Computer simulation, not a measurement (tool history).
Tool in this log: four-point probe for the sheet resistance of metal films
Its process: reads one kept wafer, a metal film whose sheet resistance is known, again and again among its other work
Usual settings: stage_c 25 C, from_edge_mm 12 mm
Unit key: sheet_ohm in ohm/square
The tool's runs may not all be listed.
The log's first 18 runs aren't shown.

| run | hour | stage_c | from_edge_mm | touches since the probe head was changed | hours of work since the stage's thermometer was calibrated | sheet_ohm |
|---|---|---|---|---|---|---|
| 19 | 259.7 | 25 | 12 | 14807 | 466 | 0.305998 |
| 20 | 276.5 | 25 | 12 | 15237 | 473 | 0.306044 |
| 21 | 285.9 | 25 | 12 | 15474 | 476 | 0.305979 |
| 22 | 301.1 | 19 | 8 | 15863 | 482 | 0.306738 |
| 23 | 317.4 | 27 | 9 | 16278 | 489 | 0.306109 |
| 24 | 330.6 | 18 | 71 | 16613 | 494 | 0.306079 |
| 25 | 348.8 | 18 | 8 | 17076 | 502 | 0.306731 |
| 26 | 367.8 | 34 | 52 | 17562 | 509 | 0.305262 |
| 27 | 385.6 | 34 | 52 | 18015 | 517 | 0.305281 |
| 28 | 401.1 | 26 | 52 | 18409 | 523 | 0.305552 |
| 29 | 411 | 26 | 52 | 18662 | 527 | 0.305702 |
| 30 | 429.8 | 26 | 52 | 19140 | 535 | 0.305539 |
| 31 | 441.8 | 26 | 52 | 19445 | 539 | 0.305679 |
| 32 | 461 | 26 | 52 | 19933 | 547 | 0.305699 |
| 33 | 480.6 | 23 | 51 | 20434 | 555 | 0.305784 |
| 34 | 491.3 | 23 | 51 | 20706 | 559 | 0.305914 |
| 35 | 508.3 | 24 | 32 | 21140 | 566 | 0.305893 |
| 36 | 523.5 | 24 | 19 | 21526 | 572 | 0.305875 |
| 37 | 536 | 24 | 19 | 21844 | 578 | 0.305889 |
| 38 | 548.8 | 24 | 7 | 22172 | 583 | 0.30663 |
| 39 | 569.3 | 22 | 50 | 22694 | 591 | 0.305873 |
| 40 | 578.2 | 19 | 58 | 22919 | 595 | 0.306101 |

Each row is a separate what-if for the run after 40, all from the same tool condition, not one after another. Results?
| A | 595.6 | 25 | 11 | 23362 | 602 | ? |
| B | 595.6 | 22 | 12 | 23362 | 602 | ? |
| C | 595.6 | 23 | 8 | 23362 | 602 | ? |

| run | sheet_ohm |
|---|---|
| A | 0.30611 |
| B | 0.306224 |
| C | 0.306432 |
What these runs would have given with no unlogged condition in the tool:
| run | sheet_ohm |
|---|---|
| A | 0.303761 |
| B | 0.303877 |
| C | 0.304083 |
